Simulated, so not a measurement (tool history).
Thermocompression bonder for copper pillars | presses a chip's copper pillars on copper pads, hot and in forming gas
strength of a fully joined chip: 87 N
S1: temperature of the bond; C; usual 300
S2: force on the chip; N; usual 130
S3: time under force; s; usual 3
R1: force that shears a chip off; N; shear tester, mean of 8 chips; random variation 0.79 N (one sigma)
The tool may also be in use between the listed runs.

run   hour   S1   S2  S3    R1
  1      0  300  130   3  60.2
  2    6.1  300  130   3  58.2
  3   13.8  300  175   3  66.2
  4   23.3  300  175   3  65.3
  5   27.4  300  175   3    64
  6   36.2  300  130   7  71.3
  7   45.3  300  130   7  68.7
  8     51  300  130   8  71.9
  9   57.2  300  130   8  73.1
 10   61.5  300  130   8  71.6
 11   66.1  300  130   8  70.6
 12   73.3  300  130   8  69.7
 13   78.7  300  130   8  71.4
 14     84  300  130   8  71.1
 15   88.7  300  130   5  62.8
 16   92.8  300  130   2  49.3
 17   96.8  300  130   3  56.6
 18  104.8  300  130   3  54.6
 19  112.3  302  130   3  55.9
 20  119.5  302  130   3  56.2
 21  125.7  302  130   3  56.6
 22  133.9  302  130   3  55.2
 23    141  278   84   3  33.7

Run 24 comes next. What will it give?
 24  150.3  278  84   3   ?

R1: 33.3 N
Without the tool's hidden state the same run would have given R1 38 N.
